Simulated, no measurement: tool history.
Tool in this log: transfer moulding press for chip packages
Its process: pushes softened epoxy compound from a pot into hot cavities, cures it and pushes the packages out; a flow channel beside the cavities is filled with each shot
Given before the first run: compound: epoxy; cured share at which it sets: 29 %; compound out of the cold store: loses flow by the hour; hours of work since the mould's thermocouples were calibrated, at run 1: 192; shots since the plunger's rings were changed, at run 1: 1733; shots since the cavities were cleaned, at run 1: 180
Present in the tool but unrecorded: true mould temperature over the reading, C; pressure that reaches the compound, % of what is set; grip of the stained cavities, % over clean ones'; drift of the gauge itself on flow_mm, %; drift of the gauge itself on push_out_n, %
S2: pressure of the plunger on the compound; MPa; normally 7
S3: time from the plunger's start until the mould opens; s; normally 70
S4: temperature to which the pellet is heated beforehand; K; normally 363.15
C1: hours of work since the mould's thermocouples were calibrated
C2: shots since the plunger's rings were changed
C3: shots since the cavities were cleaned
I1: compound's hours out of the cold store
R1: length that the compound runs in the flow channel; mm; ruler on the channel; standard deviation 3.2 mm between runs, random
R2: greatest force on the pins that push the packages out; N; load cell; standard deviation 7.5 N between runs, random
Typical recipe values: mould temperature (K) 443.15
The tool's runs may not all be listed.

{"run": 1, "hour": 0.0, "mould temperature (K)": 443.15, "S2": 7, "S3": 70, "S4": 363.15, "C1": 192, "C2": 1733, "C3": 180, "I1": 44.5, "R1": 716, "R2": 456}
{"run": 2, "hour": 43.7, "mould temperature (K)": 443.15, "S2": 7, "S3": 70, "S4": 363.15, "C1": 214, "C2": 2209, "C3": 656, "I1": 21.2, "R1": 778, "R2": 657}
{"hour": 67.7, "done": "cavities cleaned with cleaning compound and waxed"}
{"hour": 87.9, "done": "plunger's sealing rings changed"}
{"run": 3, "hour": 107.9, "mould temperature (K)": 443.15, "S2": 7, "S3": 70, "S4": 363.15, "C1": 244, "C2": 219, "C3": 412, "I1": 33, "R1": 766, "R2": 584}
{"hour": 155.6, "done": "cavities cleaned with cleaning compound and waxed"}
{"run": 4, "hour": 173.2, "mould temperature (K)": 443.15, "S2": 7, "S3": 70, "S4": 363.15, "C1": 276, "C2": 915, "C3": 193, "I1": 36.2, "R1": 748, "R2": 485}
{"run": 5, "hour": 222.1, "mould temperature (K)": 448.15, "S2": 7, "S3": 70, "S4": 363.15, "C1": 301, "C2": 1448, "C3": 726, "I1": 41.4, "R1": 716, "R2": 464}
{"hour": 239.0, "done": "cavities cleaned with cleaning compound and waxed"}
{"run": 6, "hour": 287.4, "mould temperature (K)": 448.15, "S2": 7, "S3": 70, "S4": 363.15, "C1": 333, "C2": 2143, "C3": 528, "I1": 28.3, "R1": 736, "R2": 466}
{"hour": 327.4, "done": "cavities cleaned with cleaning compound and waxed"}
{"hour": 334.7, "done": "plunger's sealing rings changed"}
{"run": 7, "hour": 336.1, "mould temperature (K)": 443.15, "S2": 7, "S3": 58, "S4": 363.15, "C1": 355, "C2": 15, "C3": 67, "I1": 29.2, "R1": 782, "R2": 672}
{"run": 8, "hour": 392.3, "mould temperature (K)": 443.15, "S2": 7, "S3": 58, "S4": 363.15, "C1": 383, "C2": 628, "C3": 680, "I1": 25.6, "R1": 779, "R2": 1104}
{"hour": 414.2, "done": "cavities cleaned with cleaning compound and waxed"}
{"run": 9, "hour": 451.5, "mould temperature (K)": 443.15, "S2": 7, "S3": 58, "S4": 363.15, "C1": 412, "C2": 1257, "C3": 407, "I1": 36.4, "R1": 745, "R2": 947}
{"hour": 497.9, "done": "cavities cleaned with cleaning compound and waxed"}
{"hour": 505.1, "done": "mould's thermocouples calibrated"}
{"run": 10, "hour": 514.1, "mould temperature (K)": 443.15, "S2": 7, "S3": 70, "S4": 363.15, "C1": 5, "C2": 1902, "C3": 156, "I1": 39.5, "R1": 723, "R2": 431}
{"run": 11, "hour": 551.9, "mould temperature (K)": 443.15, "S2": 7, "S3": 70, "S4": 363.15, "C1": 23, "C2": 2314, "C3": 568, "I1": 28.4, "R1": 749, "R2": 611}
{"hour": 584.7, "done": "plunger's sealing rings changed"}
{"hour": 586.2, "done": "cavities cleaned with cleaning compound and waxed"}
{"run": 12, "hour": 593.3, "mould temperature (K)": 443.15, "S2": 7, "S3": 70, "S4": 363.15, "C1": 42, "C2": 78, "C3": 78, "I1": 31, "R1": 779, "R2": 415}
{"run": 13, "hour": 644.9, "mould temperature (K)": 443.15, "S2": 7, "S3": 70, "S4": 363.15, "C1": 68, "C2": 641, "C3": 641, "I1": 11.3, "R1": 828, "R2": 660}
{"hour": 669.3, "done": "cavities cleaned with cleaning compound and waxed"}
{"run": 14, "hour": 698.5, "mould temperature (K)": 445.15, "S2": 6.65, "S3": 84, "S4": 363.15, "C1": 94, "C2": 1209, "C3": 319, "I1": 39.1, "R1": 714, "R2": 343}
{"hour": 756.3, "done": "cavities cleaned with cleaning compound and waxed"}
{"run": 15, "hour": 761.8, "mould temperature (K)": 443.15, "S2": 7, "S3": 71, "S4": 363.15, "C1": 125, "C2": 1882, "C3": 59, "I1": 9.9, "R1": 810, "R2": 402}
{"run": 16, "hour": 789.2, "mould temperature (K)": 443.15, "S2": 7, "S3": 71, "S4": 363.15, "C1": 139, "C2": 2180, "C3": 357, "I1": 43.3, "R1": 710, "R2": 505}
{"hour": 833.6, "done": "plunger's sealing rings changed"}
{"hour": 843.8, "done": "cavities cleaned with cleaning compound and waxed"}
{"run": 17, "hour": 848.9, "mould temperature (K)": 438.15, "S2": 7.81, "S3": 70, "S4": 363.15, "C1": 167, "C2": 150, "C3": 55, "I1": 22, "R1": 859, "R2": 549}
{"run": 18, "hour": 893.6, "mould temperature (K)": 438.15, "S2": 5.7, "S3": 70, "S4": 363.15, "C1": 189, "C2": 638, "C3": 543, "I1": 37.5, "R1": 696, "R2": 817}
{"hour": 928.9, "done": "cavities cleaned with cleaning compound and waxed"}
{"run": 19, "hour": 957.3, "mould temperature (K)": 438.15, "S2": 5.36, "S3": 70, "S4": 356.15, "C1": 221, "C2": 1315, "C3": 309, "I1": 44, "R1": 643, "R2": 749}
{"hour": 1014.0, "done": "cavities cleaned with cleaning compound and waxed"}
{"run": 20, "hour": 1021.1, "mould temperature (K)": 438.15, "S2": 5.36, "S3": 70, "S4": 356.15, "C1": 252, "C2": 1995, "C3": 78, "I1": 23.6, "R1": 684, "R2": 619}
{"hour": 1082.2, "done": "plunger's sealing rings changed"}
{"run": 21, "hour": 1084.6, "mould temperature (K)": 438.15, "S2": 8.12, "S3": 70, "S4": 356.15, "C1": 282, "C2": 26, "C3": 743, "I1": 8.2, "R1": 930, "R2": 1020}
{"hour": 1105.0, "done": "cavities cleaned with cleaning compound and waxed"}
{"run": 22, "hour": 1134.5, "mould temperature (K)": 438.15, "S2": 8.12, "S3": 70, "S4": 356.15, "C1": 307, "C2": 553, "C3": 321, "I1": 28.4, "R1": 857, "R2": 791}
{"run": 23, "hour": 1182.5, "mould temperature (K)": 436.15, "S2": 6.84, "S3": 73, "S4": 365.15, "C1": 331, "C2": 1077, "C3": 845, "I1": 16.1, "R1": 815, "R2": 994}
{"hour": 1188.6, "done": "cavities cleaned with cleaning compound and waxed"}
{"run": 24, "hour": 1248.1, "mould temperature (K)": 440.15, "S2": 6.84, "S3": 73, "S4": 365.15, "C1": 363, "C2": 1776, "C3": 649, "I1": 13.5, "R1": 801, "R2": 739}
{"hour": 1272.8, "done": "cavities cleaned with cleaning compound and waxed"}
{"run": 25, "hour": 1278.4, "mould temperature (K)": 440.15, "S2": 6.84, "S3": 73, "S4": 365.15, "C1": 377, "C2": 2089, "C3": 60, "I1": 42.7, "R1": 715, "R2": 427}
{"hour": 1333.0, "done": "plunger's sealing rings changed"}
{"run": 26, "hour": 1335.3, "mould temperature (K)": 443.15, "S2": 5.38, "S3": 74, "S4": 358.15, "C1": 405, "C2": 26, "C3": 654, "I1": 15, "R1": 727, "R2": 608}

For some of the steps in R1 from one run to the next: how much would appear even if the tool had no hidden state, given the settings, what came in and random variation, and how much remains for the hidden state plus any gauge scatter that the measured result and the result without hidden state don't share?
Run 6 -> 7: mould temperature (K) 448.15 -> 443.15, S3 70 -> 58, cavities cleaned with cleaning compound and waxed, plunger's sealing rings changed. R1 +46 mm: hidden state +30, all else +16.
Run 11 -> 12: plunger's sealing rings changed, cavities cleaned with cleaning compound and waxed. R1 +30 mm: hidden state +35, all else -5.
Run 17 -> 18: S2 7.81 -> 5.7. R1 -163 mm: hidden state -6, all else -157.
Run 20 -> 21: S2 5.36 -> 8.12, plunger's sealing rings changed. R1 +246 mm: hidden state +26, all else +220.
